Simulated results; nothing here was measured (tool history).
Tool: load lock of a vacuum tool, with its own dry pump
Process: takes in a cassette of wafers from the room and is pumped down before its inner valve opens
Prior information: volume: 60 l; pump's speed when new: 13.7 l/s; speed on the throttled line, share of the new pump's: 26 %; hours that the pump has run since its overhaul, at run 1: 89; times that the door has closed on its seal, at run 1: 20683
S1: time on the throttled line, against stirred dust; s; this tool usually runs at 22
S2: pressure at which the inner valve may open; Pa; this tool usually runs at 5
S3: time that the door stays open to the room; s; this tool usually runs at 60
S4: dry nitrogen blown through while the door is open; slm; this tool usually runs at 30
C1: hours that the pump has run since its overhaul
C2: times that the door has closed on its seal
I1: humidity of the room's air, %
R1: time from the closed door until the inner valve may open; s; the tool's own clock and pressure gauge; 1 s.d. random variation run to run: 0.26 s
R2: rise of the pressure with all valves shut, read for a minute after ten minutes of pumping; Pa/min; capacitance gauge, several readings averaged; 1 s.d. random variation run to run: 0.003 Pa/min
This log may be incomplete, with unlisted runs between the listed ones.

run 1 hour=0 | S1=22 S2=5 S3=60 S4=30 | C1=89 C2=20683 | I1=48.9 | R1=60.1 R2=0.01
run 2 hour=204 | S1=22 S2=5 S3=60 S4=30 | C1=293 C2=21600 | I1=46.7 | R1=60.5 R2=0.012
-- hour=235.4 door's seal changed, seat wiped
run 3 hour=298.2 | S1=22 S2=5 S3=60 S4=30 | C1=386 C2=282 | I1=47.9 | R1=60.2 R2=0.013
run 4 hour=460.1 | S1=15 S2=5 S3=60 S4=30 | C1=548 C2=1009 | I1=44.7 | R1=55.5 R2=0.016
run 5 hour=670.3 | S1=22 S2=5 S3=60 S4=11 | C1=758 C2=1954 | I1=47.1 | R1=60.2 R2=0.027
run 6 hour=792.2 | S1=31 S2=5 S3=60 S4=29 | C1=880 C2=2502 | I1=46.5 | R1=67 R2=0.013
run 7 hour=1004.5 | S1=15 S2=5 S3=60 S4=29 | C1=1092 C2=3456 | I1=46.2 | R1=55.1 R2=0.007
run 8 hour=1224.5 | S1=13 S2=6 S3=87 S4=29 | C1=1312 C2=4445 | I1=46.2 | R1=52.8 R2=0.009
run 9 hour=1417.4 | S1=22 S2=6 S3=60 S4=12 | C1=1505 C2=5312 | I1=43.4 | R1=59.2 R2=0.02
run 10 hour=1553.3 | S1=22 S2=6 S3=60 S4=12 | C1=1641 C2=5923 | I1=46 | R1=59.6 R2=0.024

Predict each of these 5 candidate next runs independently; none follows another, all start after run 10:
run A hour=1724.9 | S1=31 S2=6 S3=60 S4=12 | C1=1812 C2=6694 | I1=42 | R1=? R2=?
run B hour=1724.9 | S1=22 S2=9 S3=60 S4=12 | C1=1812 C2=6694 | I1=44.7 | R1=? R2=?
run C hour=1724.9 | S1=42 S2=6 S3=60 S4=12 | C1=1812 C2=6694 | I1=43.2 | R1=? R2=?
run D hour=1724.9 | S1=23 S2=6 S3=60 S4=11 | C1=1812 C2=6694 | I1=47.1 | R1=? R2=?
run E hour=1724.9 | S1=40 S2=6 S3=29 S4=12 | C1=1812 C2=6694 | I1=47.2 | R1=? R2=?

run=A R1=66.3 R2=0.021
run=B R1=57.4 R2=0.024
run=C R1=74 R2=0.016
run=D R1=60.3 R2=0.017
run=E R1=73.1 R2=0.017
Without the tool's unlogged condition, the same runs would have read:
run=A R1=66.3 R2=0.02
run=B R1=57.4 R2=0.024
run=C R1=74 R2=0.016
run=D R1=60.3 R2=0.017
run=E R1=73.1 R2=0.017
